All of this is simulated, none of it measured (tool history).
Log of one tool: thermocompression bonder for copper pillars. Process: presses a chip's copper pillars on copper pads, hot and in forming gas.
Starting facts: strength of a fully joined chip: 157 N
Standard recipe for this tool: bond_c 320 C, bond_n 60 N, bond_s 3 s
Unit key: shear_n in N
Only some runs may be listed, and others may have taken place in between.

run   hour  bond_c  bond_n  bond_s  shear_n
  1    0.0     320      60       3     60.4
  2   33.1     319      60       3     59.6
  3   83.4     319      60       3     59.8
  4  129.6     319      60       3     59.7
     144.9  -- forming gas filter changed
  5  170.8     314      60       3     56.6
  6  229.1     320      60       2     51.1
  7  263.7     320      60       2     50.9
  8  314.8     320      60       2     51.1
  9  344.3     320      60       2     50.6
 10  380.5     320      60       2     50.8

What does the tool deliver on the next run?
 11  421.3     326      60       3        ?

{"run 11": {"shear_n": 62.8}}
Without the tool's hidden state the same run would have given shear_n 63.5 N.
